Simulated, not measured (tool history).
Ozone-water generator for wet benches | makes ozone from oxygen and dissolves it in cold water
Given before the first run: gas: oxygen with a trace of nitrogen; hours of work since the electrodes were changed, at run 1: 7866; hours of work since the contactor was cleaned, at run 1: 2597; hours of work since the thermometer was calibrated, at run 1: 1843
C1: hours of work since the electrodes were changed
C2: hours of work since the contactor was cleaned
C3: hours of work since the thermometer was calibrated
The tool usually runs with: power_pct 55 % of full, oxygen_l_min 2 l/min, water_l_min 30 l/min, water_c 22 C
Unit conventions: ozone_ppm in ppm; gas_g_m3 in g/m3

Run 1, hour 0: usual settings; C1 7866; C2 2597; C3 1843. Result: ozone_ppm 7.65 ppm, gas_g_m3 191.5 g/m3.
Run 2, hour 105.7: usual settings; C1 7971; C2 2703; C3 1949. Result: ozone_ppm 7.74 ppm, gas_g_m3 192.4 g/m3.
Run 3, hour 269.4: usual settings; C1 8135; C2 2866; C3 2112. Result: ozone_ppm 7.67 ppm, gas_g_m3 193.1 g/m3.
Run 4, hour 420.9: usual settings but water_c 24 C; C1 8286; C2 3018; C3 2263. Result: ozone_ppm 7.65 ppm, gas_g_m3 192.4 g/m3.
Run 5, hour 558.9: usual settings; C1 8424; C2 3155; C3 2401. Result: ozone_ppm 7.63 ppm, gas_g_m3 192.8 g/m3.
Run 6, hour 658.2: usual settings; C1 8523; C2 3254; C3 2500. Result: ozone_ppm 7.74 ppm, gas_g_m3 192.7 g/m3.
Run 7, hour 855.4: usual settings; C1 8720; C2 3451; C3 2697. Result: ozone_ppm 7.78 ppm, gas_g_m3 192.2 g/m3.
Run 8, hour 1036.9: usual settings but water_c 14 C; C1 8901; C2 3633; C3 2878. Result: ozone_ppm 8 ppm, gas_g_m3 195.9 g/m3.
Run 9, hour 1231.1: usual settings but water_c 14 C; C1 9095; C2 3827; C3 3072. Result: ozone_ppm 8.07 ppm, gas_g_m3 195.3 g/m3.
Run 10, hour 1327.6: usual settings but power_pct 95 % of full; C1 9191; C2 3923; C3 3169. Result: ozone_ppm 11.02 ppm, gas_g_m3 284.1 g/m3.
Run 11, hour 1502.7: usual settings but power_pct 95 % of full; C1 9366; C2 4098; C3 3343. Result: ozone_ppm 11.16 ppm, gas_g_m3 284.2 g/m3.
Run 12, hour 1652.9: usual settings but water_l_min 29 l/min; C1 9516; C2 4248; C3 3493. Result: ozone_ppm 7.95 ppm, gas_g_m3 193.9 g/m3.
At hour 1710.2: electrodes of the discharge changed.
Run 13, hour 1809.1: usual settings but oxygen_l_min 1.26 l/min, water_l_min 29 l/min; C1 99; C2 4398; C3 3643. Result: ozone_ppm 6.48 ppm, gas_g_m3 226 g/m3.
Run 14, hour 1946.6: usual settings but power_pct 80 % of full, oxygen_l_min 2.16 l/min, water_l_min 41 l/min, water_c 28 C; C1 236; C2 4535; C3 3781. Result: ozone_ppm 7.12 ppm, gas_g_m3 249.5 g/m3.
Run 15, hour 2092.9: usual settings but power_pct 80 % of full, oxygen_l_min 2.16 l/min, water_l_min 47 l/min, water_c 28 C; C1 382; C2 4681; C3 3927. Result: ozone_ppm 6.13 ppm, gas_g_m3 248.5 g/m3.
Run 16, hour 2189.7: usual settings but oxygen_l_min 1.21 l/min, water_c 17 C; C1 479; C2 4778; C3 4023. Result: ozone_ppm 6.02 ppm, gas_g_m3 230.1 g/m3.
At hour 2273: contactor cleaned.
Run 17, hour 2303.4: usual settings but oxygen_l_min 1.21 l/min, water_c 17 C; C1 588; C2 30; C3 4133. Result: ozone_ppm 6.09 ppm, gas_g_m3 232.8 g/m3.
Run 18, hour 2500.6: usual settings but power_pct 86 % of full, oxygen_l_min 1.19 l/min, water_l_min 37 l/min; C1 785; C2 227; C3 4330. Result: ozone_ppm 6.31 ppm, gas_g_m3 316.6 g/m3.
Run 19, hour 2652.8: usual settings but power_pct 86 % of full, oxygen_l_min 1.54 l/min, water_l_min 37 l/min, water_c 25 C; C1 937; C2 379; C3 4482. Result: ozone_ppm 7.16 ppm, gas_g_m3 290.9 g/m3.
Run 20, hour 2801.4: usual settings but oxygen_l_min 1.56 l/min, water_l_min 47 l/min, water_c 26 C; C1 1085; C2 528; C3 4630. Result: ozone_ppm 3.91 ppm, gas_g_m3 212.5 g/m3.
Run 21, hour 2891.2: usual settings but oxygen_l_min 1.56 l/min, water_l_min 47 l/min, water_c 26 C; C1 1175; C2 617; C3 4720. Result: ozone_ppm 3.89 ppm, gas_g_m3 215 g/m3.
Run 22, hour 3003.2: usual settings but power_pct 58 % of full, oxygen_l_min 1.56 l/min, water_l_min 47 l/min, water_c 26 C; C1 1287; C2 729; C3 4832. Result: ozone_ppm 4.13 ppm, gas_g_m3 220.4 g/m3.
Run 23, hour 3135.1: usual settings but power_pct 76 % of full, water_l_min 24 l/min; C1 1419; C2 861; C3 4963. Result: ozone_ppm 12.27 ppm, gas_g_m3 247.5 g/m3.
At hour 3301.1: water thermometer calibrated.
Run 24, hour 3317.2: usual settings but power_pct 84 % of full, oxygen_l_min 1.45 l/min, water_l_min 25 l/min, water_c 24 C; C1 1600; C2 1042; C3 16. Result: ozone_ppm 10.6 ppm, gas_g_m3 295 g/m3.
Run 25, hour 3490.5: usual settings but power_pct 41 % of full; C1 1773; C2 1215; C3 189. Result: ozone_ppm 6.27 ppm, gas_g_m3 160.7 g/m3.
Run 26, hour 3642.1: usual settings but power_pct 78 % of full, oxygen_l_min 1.54 l/min; C1 1924; C2 1367; C3 340. Result: ozone_ppm 8.59 ppm, gas_g_m3 275 g/m3.

Pick out some run-to-run changes in gas_g_m3. Of each, how much would a tool without hidden state show as well, from the settings, what came in and chance, and how much is left for the hidden state and any gauge scatter not in both results compared?
The hidden state here: yield of the discharge, % of new electrodes'; contactor's efficiency, % of a clean one's; true water temperature over the reading, C; drift of the gauge itself on ozone_ppm, %; drift of the gauge itself on gas_g_m3, %.
Run 24 -> 25: power_pct 84 -> 41, oxygen_l_min 1.45 -> 2, water_l_min 25 -> 30, water_c 24 -> 22. gas_g_m3 -134.3 g/m3: hidden state -2.6, all else -131.7.
Run 25 -> 26: power_pct 41 -> 78, oxygen_l_min 2 -> 1.54. gas_g_m3 +114.3 g/m3: hidden state +2.7, all else +111.6.
